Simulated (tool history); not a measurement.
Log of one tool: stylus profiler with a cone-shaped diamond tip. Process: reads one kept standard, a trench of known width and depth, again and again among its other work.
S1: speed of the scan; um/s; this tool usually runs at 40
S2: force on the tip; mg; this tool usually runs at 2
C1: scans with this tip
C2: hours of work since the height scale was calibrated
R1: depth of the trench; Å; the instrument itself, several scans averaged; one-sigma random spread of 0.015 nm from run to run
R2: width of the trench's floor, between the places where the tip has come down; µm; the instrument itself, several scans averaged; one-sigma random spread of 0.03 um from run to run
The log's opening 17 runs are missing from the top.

run	hour	S1	S2	C1	C2	R1	R2
18	743.9	40	1.46	7500	81	1012.8	98.25
19	769.2	40	1.46	7572	99	1013.1	98.24
20	813.6	40	2	7699	129	1015.8	98.32
21	870.7	40	2	7862	169	1015.9	98.34
22	909.9	40	2	7975	196	1015.9	98.31
# hour 940: height scale calibrated on a step standard, once more
23	942.3	40	2	8066	2	1013.5	98.24
24	990.8	132	5.66	8204	35	1027.1	98.02
25	1043.9	21	0.72	8356	72	1007	98.34
26	1084.6	34	0.95	8472	100	1008.4	98.25
27	1141.8	32	1.34	8636	139	1010.8	98.28
28	1190	48	0.92	8773	172	1008.6	98.13
29	1219.8	48	0.92	8858	193	1008.5	98.07
30	1250.8	48	1.15	8947	214	1009.8	98.14
31	1296.2	98	2.56	9077	245	1016.5	97.91
32	1347.5	23	4.32	9223	281	1023.1	98.43
33	1382.6	23	4.32	9323	305	1023	98.44
34	1416.4	70	1.06	9420	328	1009.9	97.9
35	1441.8	70	1.06	9493	346	1009.6	97.91
36	1470.9	56	3.6	9576	366	1020.6	98.18

Estimate the outcome of run 37 from the log above:
37	1507.9	28	0.73	9681	391	?	?

R1: 1007.8 Å
R2: 98.25 µm
Minus the tool's unlogged condition, the same run would have read R1 1006.6 Å, R2 98.48 µm.

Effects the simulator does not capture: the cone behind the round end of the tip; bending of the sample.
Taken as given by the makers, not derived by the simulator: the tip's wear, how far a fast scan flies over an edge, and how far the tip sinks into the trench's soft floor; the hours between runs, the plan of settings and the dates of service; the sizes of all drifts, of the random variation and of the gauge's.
